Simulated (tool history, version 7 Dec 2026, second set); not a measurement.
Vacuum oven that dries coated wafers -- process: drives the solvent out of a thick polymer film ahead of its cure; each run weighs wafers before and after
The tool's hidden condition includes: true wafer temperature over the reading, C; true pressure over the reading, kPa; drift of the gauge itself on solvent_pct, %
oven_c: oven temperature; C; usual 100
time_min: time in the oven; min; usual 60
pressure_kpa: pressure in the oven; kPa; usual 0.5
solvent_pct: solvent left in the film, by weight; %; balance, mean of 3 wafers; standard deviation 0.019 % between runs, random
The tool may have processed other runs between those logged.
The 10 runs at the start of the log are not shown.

run,hour,oven_c,time_min,pressure_kpa,hours of work since the thermocouples were calibrated,hours of work since the vacuum gauge was cleaned of residue,solvent_pct
11,279.7,100,60,0.5,171,582,1.5
12,307.8,100,60,0.5,182,593,1.52
13,340.9,111,60,0.5,196,607,0.25
14,375.3,100,60,0.93,210,621,1.61
15,392.8,100,60,0.487,217,628,1.53
16,431.2,100,60,0.487,233,644,1.51
17,461.1,100,60,0.487,246,657,1.5
18,501.7,100,60,0.5,263,674,1.51
19,524.2,100,60,0.5,272,683,1.5
20,564.3,100,60,0.5,289,700,1.51
21,602.6,100,60,0.5,305,716,1.48
22,635.8,100,60,0.5,318,729,1.47
23,674.7,114,43,0.5,334,746,0.33
24,691.4,113,40,0.323,341,752,0.44

Forecast run 25:
25,709.8,103,38,1.716,349,760,?

Run 25 measured solvent_pct 2.81 %.
Had the tool carried no hidden state, the very same run would have given solvent_pct 2.79 %.
